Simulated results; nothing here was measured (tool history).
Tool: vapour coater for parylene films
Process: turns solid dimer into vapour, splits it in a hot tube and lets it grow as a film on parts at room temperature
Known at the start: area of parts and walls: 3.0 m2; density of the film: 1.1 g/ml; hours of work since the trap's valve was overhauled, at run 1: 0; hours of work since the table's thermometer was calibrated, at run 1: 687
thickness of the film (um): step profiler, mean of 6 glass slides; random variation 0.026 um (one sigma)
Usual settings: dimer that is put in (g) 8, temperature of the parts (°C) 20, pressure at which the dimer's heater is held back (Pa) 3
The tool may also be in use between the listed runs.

run,hour,dimer that is put in (g),temperature of the parts (°C),pressure at which the dimer's heater is held back (Pa),hours of work since the trap's valve was overhauled,hours of work since the table's thermometer was calibrated,thickness of the film (um)
1,0,8,20,3,0,687,1.94
2,42.4,8,20,3,26,713,1.96
3,72.2,8,20,3,44,731,1.91
4,101.6,8,20,3,62,749,1.93
5,142,3,20,3,87,774,0.72
6,189,8,20,5.3,115,803,1.77
7,223.9,8,20,5.3,137,824,1.79
8,266.9,8,20,5.3,163,850,1.76
9,307.6,8,20,5.3,188,875,1.78
10,345.3,8,20,5.3,211,898,1.72
11,385.1,8,20,5.3,235,922,1.76
12,427,8,20,5.3,261,948,1.75
13,481.3,8,20,5.3,294,981,1.7
14,512.5,8,20,5.3,313,1000,1.67
15,567.4,8,20,3,347,1034,1.78
16,614,8,20,3,375,1062,1.79
# hour 620.6: trap's valve overhauled
17,650.5,8,20,3,18,1082,1.7
18,685.2,8,20,3,39,1103,1.72
19,725.3,8,20,3,64,1128,1.76
# hour 756.6: trap's valve overhauled, once more
20,770.7,8,20,3,9,1153,1.91
21,823.1,8,20,9.19,41,1185,1.72
22,879.6,8,20,7.85,75,1220,1.7
23,906.6,8,20,7.85,92,1236,1.74
# hour 945.6: table's thermometer calibrated
24,957,8,20,7.85,122,7,1.84
25,994.9,7,26,9.64,145,30,1.24
26,1052.5,7,14,2.39,180,65,2.01
27,1091,7,13,2.56,204,89,2
28,1120.6,8,20,3.46,222,107,1.86
29,1162.2,12,20,3,247,132,2.86
30,1195.3,12,20,3,267,153,2.91
31,1247.5,12,20,3,299,184,2.81
32,1291.5,12,12,2.16,326,211,3.31
33,1336.6,14,14,2.16,354,239,3.86
34,1378.9,10,14,7.79,380,265,2.49
35,1435.9,10,14,7.79,414,300,2.5
36,1474.2,10,14,7.79,438,323,2.53
37,1527.6,4,21,4.26,470,356,0.83
38,1582.4,8,17,5.4,504,389,1.84
39,1630.1,4,29,3.09,533,418,0.68
40,1669.8,7,21,11.13,557,442,1.35
41,1722,5,20,3,589,474,1.09
42,1772.5,10,13,3.79,620,505,2.6
# hour 1792.8: trap's valve overhauled
43,1834.6,8,32,2.22,26,541,1.34
44,1871.7,12,30,6.3,48,563,1.98
45,1903.7,8,12,3,68,583,2.25
46,1955.8,8,12,3,100,615,2.28
47,2014.1,13,20,2.26,135,650,3.2
48,2039.7,13,20,2.26,151,666,3.14

Some steps in thickness of the film (um) between neighbouring runs. How much of each would the tool show without its hidden state too (settings, what came in, random variation), and how much is left for the hidden state, with any gauge scatter that isn't in both results?
The hidden state here: vapour lost through the trap's worn valve, %; true temperature of the parts over the reading, C; drift of the gauge itself on film_um, %.
Run 19 -> 20: trap's valve overhauled, once more. thickness of the film (um) +0.15: hidden state +0.23, all else -0.08.
Run 33 -> 34: dimer that is put in (g) 14 -> 10, pressure at which the dimer's heater is held back (Pa) 2.16 -> 7.79. thickness of the film (um) -1.37: hidden state +0.08, all else -1.45.
Run 36 -> 37: dimer that is put in (g) 10 -> 4, temperature of the parts (°C) 14 -> 21, pressure at which the dimer's heater is held back (Pa) 7.79 -> 4.26. thickness of the film (um) -1.7: hidden state +0.17, all else -1.87.
Run 41 -> 42: dimer that is put in (g) 5 -> 10, temperature of the parts (°C) 20 -> 13, pressure at which the dimer's heater is held back (Pa) 3 -> 3.79. thickness of the film (um) +1.51: hidden state -0.24, all else +1.75.
Run 42 -> 43: dimer that is put in (g) 10 -> 8, temperature of the parts (°C) 13 -> 32, pressure at which the dimer's heater is held back (Pa) 3.79 -> 2.22, trap's valve overhauled. thickness of the film (um) -1.26: hidden state +0.38, all else -1.64.

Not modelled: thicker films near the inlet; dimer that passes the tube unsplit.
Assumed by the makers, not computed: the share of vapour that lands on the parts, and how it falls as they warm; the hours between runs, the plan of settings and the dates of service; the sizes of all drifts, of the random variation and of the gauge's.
